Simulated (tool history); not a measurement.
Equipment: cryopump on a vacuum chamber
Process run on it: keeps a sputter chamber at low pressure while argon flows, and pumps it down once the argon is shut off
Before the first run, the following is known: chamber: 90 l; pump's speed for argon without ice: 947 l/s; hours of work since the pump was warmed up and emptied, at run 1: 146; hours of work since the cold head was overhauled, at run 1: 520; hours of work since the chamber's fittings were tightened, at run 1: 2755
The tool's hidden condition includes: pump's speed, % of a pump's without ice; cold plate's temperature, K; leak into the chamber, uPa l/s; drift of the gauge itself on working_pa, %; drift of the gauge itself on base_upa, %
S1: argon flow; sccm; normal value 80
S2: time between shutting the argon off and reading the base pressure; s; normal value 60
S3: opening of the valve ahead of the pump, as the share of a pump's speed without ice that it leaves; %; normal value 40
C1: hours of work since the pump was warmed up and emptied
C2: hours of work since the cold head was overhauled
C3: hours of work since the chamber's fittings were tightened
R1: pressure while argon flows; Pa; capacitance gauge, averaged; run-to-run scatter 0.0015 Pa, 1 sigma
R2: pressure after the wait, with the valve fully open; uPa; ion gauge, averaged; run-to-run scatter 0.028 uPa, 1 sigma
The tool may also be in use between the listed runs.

run 1 hour=0.0 | S1=80 S2=60 S3=40 | C1=146 C2=520 C3=2755 | R1=0.3689 R2=5.61
run 2 hour=14.1 | S1=80 S2=60 S3=40 | C1=155 C2=529 C3=2764 | R1=0.3713 R2=5.79
run 3 hour=30.1 | S1=80 S2=60 S3=40 | C1=165 C2=539 C3=2774 | R1=0.3733 R2=5.77
run 4 hour=58.6 | S1=80 S2=60 S3=40 | C1=183 C2=556 C3=2791 | R1=0.3740 R2=5.87
run 5 hour=77.0 | S1=80 S2=60 S3=40 | C1=194 C2=568 C3=2803 | R1=0.3737 R2=5.93
run 6 hour=101.0 | S1=80 S2=60 S3=40 | C1=209 C2=583 C3=2818 | R1=0.3775 R2=6.16
run 7 hour=117.8 | S1=86 S2=60 S3=40 | C1=220 C2=593 C3=2828 | R1=0.4055 R2=6.09
run 8 hour=133.3 | S1=86 S2=60 S3=40 | C1=229 C2=603 C3=2838 | R1=0.4072 R2=6.20
run 9 hour=154.3 | S1=80 S2=60 S3=40 | C1=242 C2=616 C3=2851 | R1=0.3810 R2=6.23
run 10 hour=178.3 | S1=80 S2=60 S3=40 | C1=257 C2=631 C3=2866 | R1=0.3835 R2=6.18
run 11 hour=202.7 | S1=80 S2=61 S3=29 | C1=272 C2=646 C3=2881 | R1=0.5218 R2=6.43
run 12 hour=220.3 | S1=80 S2=183 S3=16 | C1=283 C2=657 C3=2892 | R1=0.9185 R2=5.85
run 13 hour=235.2 | S1=80 S2=183 S3=16 | C1=293 C2=666 C3=2901 | R1=0.9225 R2=5.82
run 14 hour=253.2 | S1=80 S2=183 S3=16 | C1=304 C2=677 C3=2912 | R1=0.9298 R2=5.86
run 15 hour=283.2 | S1=80 S2=183 S3=16 | C1=322 C2=696 C3=2931 | R1=0.9232 R2=6.14
-- hour=288.3 leaking fittings of the chamber tightened, without venting
run 16 hour=303.0 | S1=80 S2=125 S3=41 | C1=333 C2=707 C3=9 | R1=0.3846 R2=0.89
run 17 hour=331.5 | S1=80 S2=125 S3=41 | C1=351 C2=725 C3=27 | R1=0.3863 R2=0.94
-- hour=364.7 pump warmed up, emptied and cooled again
run 18 hour=365.3 | S1=68 S2=86 S3=25 | C1=0 C2=743 C3=45 | R1=0.4835 R2=1.06

Branching from run 18: 3 alternative next runs. What would each branch give?
run A hour=381.8 | S1=57 S2=119 S3=25 | C1=11 C2=753 C3=55 | R1=? R2=?
run B hour=381.8 | S1=68 S2=60 S3=40 | C1=11 C2=753 C3=55 | R1=? R2=?
run C hour=381.8 | S1=80 S2=34 S3=40 | C1=11 C2=753 C3=55 | R1=? R2=?

run=A R1=0.4078 R2=0.90
run=B R1=0.3074 R2=1.41
run=C R1=0.3573 R2=2.09
The same runs, with their run-to-run variation unchanged, on a tool lacking any hidden condition would have given:
run=A R1=0.4058 R2=0.81
run=B R1=0.3050 R2=1.31
run=C R1=0.3545 R2=2.00
